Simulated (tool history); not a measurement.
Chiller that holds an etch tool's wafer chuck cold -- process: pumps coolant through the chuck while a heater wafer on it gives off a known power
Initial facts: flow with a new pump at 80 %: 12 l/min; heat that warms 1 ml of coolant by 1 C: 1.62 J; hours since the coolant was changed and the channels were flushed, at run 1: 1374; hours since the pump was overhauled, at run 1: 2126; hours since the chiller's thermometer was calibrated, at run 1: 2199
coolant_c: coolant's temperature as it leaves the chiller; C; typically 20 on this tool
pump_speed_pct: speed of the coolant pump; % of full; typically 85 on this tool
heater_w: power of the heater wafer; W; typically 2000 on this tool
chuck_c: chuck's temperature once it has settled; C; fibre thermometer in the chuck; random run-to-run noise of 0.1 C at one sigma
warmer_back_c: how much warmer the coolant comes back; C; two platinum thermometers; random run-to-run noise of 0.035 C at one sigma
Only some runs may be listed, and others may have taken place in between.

run   hour  coolant_c  pump_speed_pct  heater_w  hours since the coolant was changed and the channels were flushed  hours since the pump was overhauled  hours since the chiller's thermometer was calibrated  chuck_c  warmer_back_c
  1      0         20              85      2000                                                               1374                                 2126                                                  2199     34.6           6.03
  2   23.3         20              85      2000                                                               1397                                 2150                                                  2223     34.7           5.98
  3   58.1         10              85      2000                                                               1432                                 2184                                                  2257     24.4           6.04
  4   91.7         10              85      2000                                                               1466                                 2218                                                  2291     24.6           6.01
  5  124.2         10              85      2000                                                               1498                                 2250                                                  2324     24.5           6.04
  6  157.3         20              85      2000                                                               1531                                 2284                                                  2357     34.5           6.09
  7  182.2         20              85      2000                                                               1556                                 2308                                                  2382     34.6           6.07
  8  205.3         20              85      2000                                                               1579                                 2332                                                  2405     34.6           6.02
  9  236.7         20              85      2000                                                               1611                                 2363                                                  2436     34.7           6.06
 10  273.2         20              85      2000                                                               1647                                 2399                                                  2473     34.5           6.03
 11  304.6         20              85      1711                                                               1678                                 2431                                                  2504     32.3           5.21
 12  341.4         20              85      1711                                                               1715                                 2468                                                  2541     32.5           5.15
 13  366.7         20              85      1711                                                               1741                                 2493                                                  2566     32.3           5.17
 14  384.9         20              85      1711                                                               1759                                 2511                                                  2584     32.6           5.16
 15  419.2         16              85      1543                                                               1793                                 2545                                                  2619     27.2           4.69
 16    444         20              79      2000                                                               1818                                 2570                                                  2643     35.7           6.53
 17    463         20              79      2000                                                               1837                                 2589                                                  2662     35.6           6.58
 18  489.9         20              79      2000                                                               1864                                 2616                                                  2689     35.6           6.57
 19  528.8         18              93      2488                                                               1903                                 2655                                                  2728     34.9           6.85
 20  567.4         18              93      2488                                                               1941                                 2694                                                  2767     35.1           6.88
 21  598.6         18              93      2488                                                               1972                                 2725                                                  2798     34.9           6.85
 22  621.4         22              93      1334                                                               1995                                 2748                                                  2821     30.8           3.67
 23  659.9         20              85      2975                                                               2034                                 2786                                                  2859       42            9.1
 24  688.2         21              62      2975                                                               2062                                 2814                                                  2888     50.1          12.71
 25  713.6         20              71      1543                                                               2087                                 2840                                                  2913     33.2           5.69
 26  745.9         24              85      2498                                                               2120                                 2872                                                  2945     42.3           7.51
 27  772.3         27              64      2498                                                               2146                                 2899                                                  2972     50.9          10.47
 28  789.4         11              85      2836                                                               2163                                 2916                                                  2989       32           8.61

Results per run with the tool's hidden condition removed, run-to-run variation unchanged:
The tool's hidden condition here consists of: heat passed by the chuck's channels, % of clean ones'; flow at a given pump speed, % of a new pump's; coolant's true temperature over the reading, C; drift of the gauge itself on chuck_c, C; drift of the gauge itself on warmer_back_c, C.
run  chuck_c  warmer_back_c
  1     34.1           5.78
  2     34.2           5.73
  3       24           5.79
  4     24.2           5.75
  5       24           5.77
  6       34           5.82
  7     34.1            5.8
  8     34.1           5.75
  9     34.2           5.78
 10       34           5.75
 11     31.9           4.97
 12     32.1           4.91
 13     31.9           4.92
 14     32.2           4.91
 15     26.9           4.46
 16     35.1           6.21
 17       35           6.26
 18     34.9           6.25
 19     34.2           6.51
 20     34.4           6.54
 21     34.1           6.51
 22     30.6           3.48
 23     40.9           8.63
 24     48.5          12.05
 25     32.7           5.38
 26     41.4           7.11
 27     49.6           9.91
 28       31           8.14
